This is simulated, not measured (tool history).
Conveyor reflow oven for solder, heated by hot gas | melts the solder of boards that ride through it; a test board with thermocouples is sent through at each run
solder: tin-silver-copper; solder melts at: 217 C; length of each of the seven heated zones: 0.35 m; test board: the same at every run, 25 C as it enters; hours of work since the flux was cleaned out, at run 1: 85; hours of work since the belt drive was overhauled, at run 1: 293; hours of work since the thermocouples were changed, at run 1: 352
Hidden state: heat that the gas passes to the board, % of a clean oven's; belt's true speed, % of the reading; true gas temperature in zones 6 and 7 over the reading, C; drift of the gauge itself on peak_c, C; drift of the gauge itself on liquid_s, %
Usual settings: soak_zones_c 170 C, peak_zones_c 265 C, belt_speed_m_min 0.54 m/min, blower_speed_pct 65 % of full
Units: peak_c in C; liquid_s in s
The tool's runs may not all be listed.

run    day  soak_zones_c  peak_zones_c  belt_speed_m_min  blower_speed_pct  hours of work since the flux was cleaned out  hours of work since the belt drive was overhauled  hours of work since the thermocouples were changed  peak_c  liquid_s
  1      0           170           265              0.54                65                                            85                                                293                                                 352   250.1      55.2
  2  0.329           170           265              0.54                65                                            90                                                299                                                 357   248.9      55.1
  3  0.879           170           265              0.54                65                                           100                                                308                                                 367   248.4      54.2
  4  1.358           170           265              0.54                65                                           108                                                316                                                 375   249.2      55.5
  5   1.85           170           265              0.54                65                                           116                                                325                                                 383   250.8      54.2
  6  2.308           170           265              0.54                65                                           124                                                332                                                 391   249.6      54.3
  7  2.746           170           265              0.54                65                                           131                                                340                                                 398   249.3      55.5
  8  3.046           170           265             0.597                65                                           136                                                345                                                 403   246.1      46.2
  9  3.517           170           258              0.54                65                                           144                                                353                                                 411   242.6      49.4
 10  4.096           170           258              0.54                65                                           154                                                363                                                 421     244      50.7
 11  4.654           170           258              0.54                65                                           164                                                372                                                 431   242.8      50.1
 12  5.004           166           266              0.54                65                                           170                                                378                                                 436   248.9      54.1
 13  5.279           170           266             0.609                65                                           174                                                383                                                 441   246.3      46.2
 14  5.879           170           266             0.609                65                                           184                                                393                                                 451   246.6        45
 15    6.2           171           267             0.609                83                                           190                                                398                                                 457     252      50.7
 16  6.679           171           267             0.609                83                                           198                                                406                                                 465   252.2      50.8
 17   7.35           171           267             0.434                83                                           209                                                418                                                 476   260.9      81.6
 18   7.85           168           275             0.573                83                                           218                                                426                                                 485   261.8        60
 19  8.162           168           256             0.573                56                                           223                                                432                                                 490   237.4      37.7
 20  8.746           168           256             0.573                56                                           233                                                442                                                 500   236.1      36.8
 21  9.079           158           260              0.54                65                                           239                                                447                                                 506   243.4      45.9

Forecast each of these 5 alternatives for the next run:
  A  9.579           170           260             0.468                65                                           247                                                456                                                 514       ?         ?
  B  9.579           158           260              0.54                77                                           247                                                456                                                 514       ?         ?
  C  9.579           183           260             0.471                60                                           247                                                456                                                 514       ?         ?
  D  9.579           158           268             0.475                70                                           247                                                456                                                 514       ?         ?
  E  9.579           162           260              0.54                86                                           247                                                456                                                 514       ?         ?

run  peak_c  liquid_s
  A   249.5      65.1
  B   245.8      49.2
  C   250.3      69.7
  D   256.4      66.7
  E   248.7      52.9
Without the tool's hidden state the same runs would have given:
run  peak_c  liquid_s
  A   248.1      63.3
  B   244.7      47.9
  C   248.8      67.8
  D   255.2      65.1
  E   247.6      51.7
